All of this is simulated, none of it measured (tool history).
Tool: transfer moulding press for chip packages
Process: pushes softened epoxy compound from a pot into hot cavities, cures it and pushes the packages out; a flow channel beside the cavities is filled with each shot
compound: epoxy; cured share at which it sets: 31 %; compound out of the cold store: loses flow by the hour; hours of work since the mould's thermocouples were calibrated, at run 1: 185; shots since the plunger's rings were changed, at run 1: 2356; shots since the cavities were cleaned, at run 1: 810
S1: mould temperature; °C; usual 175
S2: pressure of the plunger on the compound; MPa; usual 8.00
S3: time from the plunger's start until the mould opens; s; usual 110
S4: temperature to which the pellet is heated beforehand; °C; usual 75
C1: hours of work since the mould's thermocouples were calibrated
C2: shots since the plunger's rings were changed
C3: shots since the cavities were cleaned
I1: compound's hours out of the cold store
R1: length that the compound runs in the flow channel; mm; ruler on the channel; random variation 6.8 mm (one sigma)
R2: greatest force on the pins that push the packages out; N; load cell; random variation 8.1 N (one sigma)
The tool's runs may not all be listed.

run	hour	S1	S2	S3	S4	C1	C2	C3	I1	R1	R2
1	0.0	175	8.00	110	75	185	2356	810	29.9	670	342
# hour 8.0: cavities cleaned with cleaning compound and waxed
2	11.8	175	8.00	110	75	193	2486	47	33.7	665	336
3	34.0	175	8.00	110	75	209	2766	327	43.4	641	342
4	47.7	175	8.00	110	75	219	2940	501	8.2	763	372
5	57.8	175	8.00	95	75	226	3067	628	32.1	673	431
6	71.6	175	8.00	95	75	236	3242	803	27.6	693	418
# hour 81.7: cavities cleaned with cleaning compound and waxed
7	90.8	175	8.00	95	75	249	3466	116	19.5	722	438
8	115.3	174	8.00	95	75	266	3775	425	9.3	767	476
9	140.4	181	8.00	95	75	284	4092	742	43.4	616	304
# hour 153.6: cavities cleaned with cleaning compound and waxed
10	159.6	175	7.95	110	75	297	4316	76	44.4	619	335
11	183.6	175	7.95	110	75	315	4618	378	13.2	742	371
12	201.2	175	7.95	110	75	327	4841	601	46.3	621	330
# hour 225.4: cavities cleaned with cleaning compound and waxed
13	225.4	175	7.95	110	75	344	5129	0	31.6	672	347
14	236.9	175	8.00	110	75	352	5274	145	31.3	680	346
15	251.2	169	8.25	110	84	362	5455	326	28.3	720	480
16	270.8	169	8.25	110	84	377	5702	573	46.6	662	482
17	294.6	169	8.25	110	84	394	6002	873	33.0	703	498
# hour 297.3: cavities cleaned with cleaning compound and waxed
# hour 306.2: plunger's sealing rings changed
18	323.3	169	8.25	110	84	412	217	297	43.4	679	476
19	343.1	169	8.25	110	84	426	467	547	42.1	681	483
20	366.2	168	9.65	110	67	443	759	839	8.2	881	606
# hour 371.6: cavities cleaned with cleaning compound and waxed
21	390.7	178	8.00	110	70	459	1050	242	29.2	665	298
22	406.2	171	8.01	106	79	470	1245	437	9.0	782	503
23	424.0	171	8.01	106	79	483	1470	662	30.3	704	493
# hour 443.8: cavities cleaned with cleaning compound and waxed
24	448.8	179	6.38	100	74	500	1765	64	37.5	578	321
25	473.6	179	6.38	100	74	518	2078	377	32.2	590	324
26	495.4	179	6.38	100	74	534	2353	652	25.8	611	315
27	505.9	178	6.35	110	75	541	2486	785	35.8	591	318

5 ways to go on from here, each from the tool as it stands after run 27. What would each give?
# hour 516.5: cavities cleaned with cleaning compound and waxed
A	520.3	168	6.35	137	75	551	2649	48	24.1	?	?
# hour 516.5: cavities cleaned with cleaning compound and waxed
B	520.3	178	6.35	126	80	551	2649	48	24.0	?	?
# hour 516.5: cavities cleaned with cleaning compound and waxed
C	520.3	175	8.00	125	67	551	2649	48	23.8	?	?
# hour 516.5: cavities cleaned with cleaning compound and waxed
D	520.3	175	7.30	139	78	551	2649	48	29.5	?	?
# hour 516.5: cavities cleaned with cleaning compound and waxed
E	520.3	175	8.00	105	76	551	2649	48	32.7	?	?

run	R1	R2
A	671	371
B	615	283
C	710	297
D	654	279
E	669	355
Without the tool's hidden state the same runs would have given:
run	R1	R2
A	672	371
B	616	282
C	711	296
D	655	278
E	669	354
